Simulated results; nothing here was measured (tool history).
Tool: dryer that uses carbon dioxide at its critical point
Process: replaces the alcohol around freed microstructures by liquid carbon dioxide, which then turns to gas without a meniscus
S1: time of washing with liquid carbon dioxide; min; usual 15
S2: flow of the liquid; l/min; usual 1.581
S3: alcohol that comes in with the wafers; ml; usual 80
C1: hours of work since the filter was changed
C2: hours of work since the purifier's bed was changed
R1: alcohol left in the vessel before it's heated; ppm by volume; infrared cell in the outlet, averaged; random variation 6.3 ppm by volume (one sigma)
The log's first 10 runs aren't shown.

| run | day | S1 | S2 | S3 | C1 | C2 | R1 |
|---|---|---|---|---|---|---|---|
| 11 | 8.604 | 15 | 1.581 | 30 | 38 | 691 | 155 |
| 12 | 9.888 | 15 | 1.581 | 41 | 55 | 708 | 192 |
| 13 | 10.929 | 15 | 1.100 | 80 | 69 | 721 | 1117 |
| 14 | 11.683 | 15 | 1.100 | 80 | 79 | 731 | 1139 |
| 15 | 12.308 | 15 | 1.581 | 97 | 87 | 739 | 389 |
| 16 | 13.025 | 15 | 1.581 | 97 | 96 | 748 | 402 |
| 17 | 14.183 | 15 | 1.581 | 97 | 111 | 764 | 409 |
| 18 | 14.942 | 13 | 1.581 | 80 | 121 | 773 | 563 |
| 19 | 15.938 | 13 | 1.581 | 80 | 134 | 786 | 578 |
| 20 | 17.017 | 13 | 1.581 | 80 | 148 | 800 | 588 |
| 21 | 17.850 | 13 | 1.581 | 80 | 159 | 811 | 591 |
| 22 | 18.633 | 15 | 1.581 | 80 | 169 | 821 | 371 |
| 23 | 19.217 | 15 | 1.581 | 35 | 177 | 829 | 193 |
| 24 | 19.979 | 15 | 1.581 | 23 | 187 | 839 | 154 |
| 25 | 20.942 | 20 | 1.740 | 23 | 199 | 851 | 73 |

Forecast run 26:
| 26 | 22.192 | 14 | 1.620 | 35 | 215 | 868 | ? |

R1: 254 ppm by volume
Without the tool's hidden state the same run would have given R1 151 ppm by volume.
